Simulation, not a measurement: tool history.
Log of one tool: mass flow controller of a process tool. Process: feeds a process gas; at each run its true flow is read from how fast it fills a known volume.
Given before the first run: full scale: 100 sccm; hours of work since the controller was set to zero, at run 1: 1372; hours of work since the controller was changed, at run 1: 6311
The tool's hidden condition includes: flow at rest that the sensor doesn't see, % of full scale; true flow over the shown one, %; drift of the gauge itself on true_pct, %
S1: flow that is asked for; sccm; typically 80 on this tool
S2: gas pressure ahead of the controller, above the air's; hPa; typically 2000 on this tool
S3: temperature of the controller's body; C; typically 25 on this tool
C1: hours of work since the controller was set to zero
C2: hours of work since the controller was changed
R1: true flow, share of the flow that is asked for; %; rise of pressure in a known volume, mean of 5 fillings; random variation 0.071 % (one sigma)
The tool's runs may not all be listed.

run,hour,S1,S2,S3,C1,C2,R1
1,0,80,2000,25,1372,6311,99.82
2,130.7,80,2000,25,1470,6409,99.84
3,369.2,19,2000,25,1649,6588,99.11
4,608.4,80,2000,25,1828,6767,99.84
5,820.4,80,2000,25,1987,6926,99.99
6,946.8,40,2000,25,2082,7021,99.41
7,1067.9,80,2250,21,2173,7111,100.26
8,1266.1,80,2250,21,2321,7260,100.35
# hour 1340.8: controller exchanged for a calibrated one
9,1514.9,34,1570,39,131,131,98.37
10,1631.9,34,1570,39,218,218,98.41
11,1822.4,34,1570,39,361,361,98.29

Each run again, without the hidden state but with its own random variation kept:
run,R1
1,99.81
2,99.82
3,99.04
4,99.74
5,99.85
6,99.25
7,100.08
8,100.14
9,98.14
10,98.16
11,98.02
